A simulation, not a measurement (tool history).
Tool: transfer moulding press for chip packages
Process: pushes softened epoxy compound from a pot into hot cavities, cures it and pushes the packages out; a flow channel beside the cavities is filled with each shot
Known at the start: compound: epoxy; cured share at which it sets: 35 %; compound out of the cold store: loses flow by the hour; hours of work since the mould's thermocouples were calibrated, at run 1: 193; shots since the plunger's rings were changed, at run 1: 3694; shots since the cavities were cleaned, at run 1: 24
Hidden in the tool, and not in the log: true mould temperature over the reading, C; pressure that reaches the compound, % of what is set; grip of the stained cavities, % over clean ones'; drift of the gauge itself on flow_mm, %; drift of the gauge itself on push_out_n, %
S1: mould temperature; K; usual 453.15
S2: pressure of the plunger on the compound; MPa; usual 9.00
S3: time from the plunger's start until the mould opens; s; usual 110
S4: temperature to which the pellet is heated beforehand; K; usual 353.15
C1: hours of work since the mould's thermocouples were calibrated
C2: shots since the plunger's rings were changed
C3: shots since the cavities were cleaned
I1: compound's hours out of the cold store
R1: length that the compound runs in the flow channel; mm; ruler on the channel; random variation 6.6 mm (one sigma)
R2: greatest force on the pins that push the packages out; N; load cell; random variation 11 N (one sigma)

Run 1, hour 0.0: usual settings; C1 193; C2 3694; C3 24; I1 27.9. Result: R1 792 mm, R2 556 N.
Run 2, hour 6.4: usual settings; C1 196; C2 3736; C3 66; I1 35.9. Result: R1 764 mm, R2 534 N.
Run 3, hour 15.9: usual settings but S3 149 s; C1 200; C2 3798; C3 128; I1 9.1. Result: R1 854 mm, R2 455 N.
Run 4, hour 20.9: usual settings but S3 149 s; C1 202; C2 3831; C3 161; I1 44.4. Result: R1 746 mm, R2 457 N.
Run 5, hour 29.9: usual settings but S3 149 s; C1 206; C2 3890; C3 220; I1 37.3. Result: R1 758 mm, R2 458 N.
Run 6, hour 38.9: usual settings but S3 149 s; C1 210; C2 3949; C3 279; I1 18.7. Result: R1 833 mm, R2 465 N.
Run 7, hour 49.6: usual settings but S4 349.15 K; C1 214; C2 4019; C3 349; I1 42.9. Result: R1 738 mm, R2 539 N.
Run 8, hour 54.6: usual settings but S4 349.15 K; C1 216; C2 4052; C3 382; I1 38.7. Result: R1 773 mm, R2 548 N.
Run 9, hour 63.6: usual settings but S4 349.15 K; C1 220; C2 4111; C3 441; I1 11.4. Result: R1 871 mm, R2 561 N.
At hour 70.7: cavities cleaned with cleaning compound and waxed.
Run 10, hour 71.2: usual settings but S2 8.68 MPa; C1 223; C2 4151; C3 3; I1 9.4. Result: R1 856 mm, R2 552 N.
Run 11, hour 80.7: usual settings but S2 8.68 MPa; C1 227; C2 4214; C3 66; I1 18.9. Result: R1 812 mm, R2 540 N.
Run 12, hour 92.0: usual settings but S2 8.68 MPa; C1 232; C2 4288; C3 140; I1 43.5. Result: R1 730 mm, R2 541 N.
Run 13, hour 98.7: usual settings but S3 127 s; C1 234; C2 4331; C3 183; I1 27.6. Result: R1 791 mm, R2 487 N.
Run 14, hour 106.4: usual settings but S3 127 s; C1 238; C2 4382; C3 234; I1 8.6. Result: R1 867 mm, R2 484 N.
Run 15, hour 114.9: usual settings but S3 127 s; C1 241; C2 4438; C3 290; I1 14.3. Result: R1 838 mm, R2 479 N.
Run 16, hour 122.4: usual settings but S1 455.15 K, S2 9.57 MPa, S3 127 s; C1 245; C2 4487; C3 339; I1 39.9. Result: R1 760 mm, R2 468 N.
Run 17, hour 128.0: usual settings but S1 458.15 K, S2 10.00 MPa, S3 97 s, S4 350.15 K; C1 247; C2 4524; C3 376; I1 40.5. Result: R1 783 mm, R2 525 N.
Run 18, hour 139.3: usual settings but S1 458.15 K, S2 10.00 MPa, S3 92 s, S4 358.15 K; C1 252; C2 4598; C3 450; I1 46.3. Result: R1 755 mm, R2 552 N.
At hour 145.1: cavities cleaned with cleaning compound and waxed.
Run 19, hour 147.7: usual settings but S1 458.15 K, S2 8.49 MPa, S3 120 s, S4 358.15 K; C1 255; C2 4643; C3 17; I1 13.5. Result: R1 815 mm, R2 451 N.
Run 20, hour 155.6: usual settings but S1 458.15 K, S2 8.49 MPa, S3 111 s, S4 361.15 K; C1 258; C2 4695; C3 69; I1 22.2. Result: R1 778 mm, R2 458 N.
Run 21, hour 163.1: usual settings but S1 448.15 K, S2 7.75 MPa, S3 116 s, S4 349.15 K; C1 261; C2 4744; C3 118; I1 39.3. Result: R1 722 mm, R2 650 N.
Run 22, hour 173.5: usual settings but S1 448.15 K, S2 7.75 MPa, S3 116 s, S4 349.15 K; C1 266; C2 4813; C3 187; I1 24.9. Result: R1 756 mm, R2 678 N.
Run 23, hour 179.1: usual settings but S1 448.15 K, S2 10.55 MPa, S3 143 s; C1 268; C2 4849; C3 223; I1 30.1. Result: R1 873 mm, R2 477 N.
Run 24, hour 190.3: usual settings but S1 455.15 K, S2 10.55 MPa, S3 143 s; C1 273; C2 4923; C3 297; I1 34.1. Result: R1 822 mm, R2 442 N.
Run 25, hour 199.5: usual settings but S1 455.15 K, S2 10.55 MPa, S3 143 s, S4 344.15 K; C1 277; C2 4983; C3 357; I1 46.1. Result: R1 793 mm, R2 451 N.
Run 26, hour 210.1: usual settings but S1 455.15 K, S2 10.55 MPa, S3 143 s, S4 344.15 K; C1 281; C2 5053; C3 427; I1 16.7. Result: R1 902 mm, R2 436 N.
At hour 219.4: cavities cleaned with cleaning compound and waxed.
Run 27, hour 222.8: usual settings but S1 452.15 K, S2 8.26 MPa, S4 351.15 K; C1 286; C2 5126; C3 22; I1 15.0. Result: R1 805 mm, R2 585 N.
Run 28, hour 228.0: usual settings but S1 452.15 K, S2 8.26 MPa, S4 351.15 K; C1 288; C2 5160; C3 56; I1 27.8. Result: R1 758 mm, R2 574 N.
Run 29, hour 233.5: usual settings but S1 447.15 K, S2 9.67 MPa, S3 123 s, S4 349.15 K; C1 290; C2 5196; C3 92; I1 43.7. Result: R1 781 mm, R2 616 N.

3 ways to go on from here, each from the tool as it stands after run 29. What would each give?
Run A, hour 244.7: usual settings but S1 449.15 K, S2 9.67 MPa, S3 130 s, S4 349.15 K; C1 295; C2 5270; C3 166; I1 24.1. Result: R1 ?, R2 ?.
Run B, hour 244.7: usual settings but S2 9.01 MPa, S3 129 s, S4 359.15 K; C1 295; C2 5270; C3 166; I1 26.2. Result: R1 ?, R2 ?.
Run C, hour 244.7: usual settings but S1 447.15 K, S2 9.67 MPa, S3 93 s, S4 349.15 K; C1 295; C2 5270; C3 166; I1 29.2. Result: R1 ?, R2 ?.

run   R1    R2
  A  837   524
  B  805   489
  C  854  1102
Without the tool's hidden state the same runs would have given:
run   R1    R2
  A  838   521
  B  806   487
  C  855  1097

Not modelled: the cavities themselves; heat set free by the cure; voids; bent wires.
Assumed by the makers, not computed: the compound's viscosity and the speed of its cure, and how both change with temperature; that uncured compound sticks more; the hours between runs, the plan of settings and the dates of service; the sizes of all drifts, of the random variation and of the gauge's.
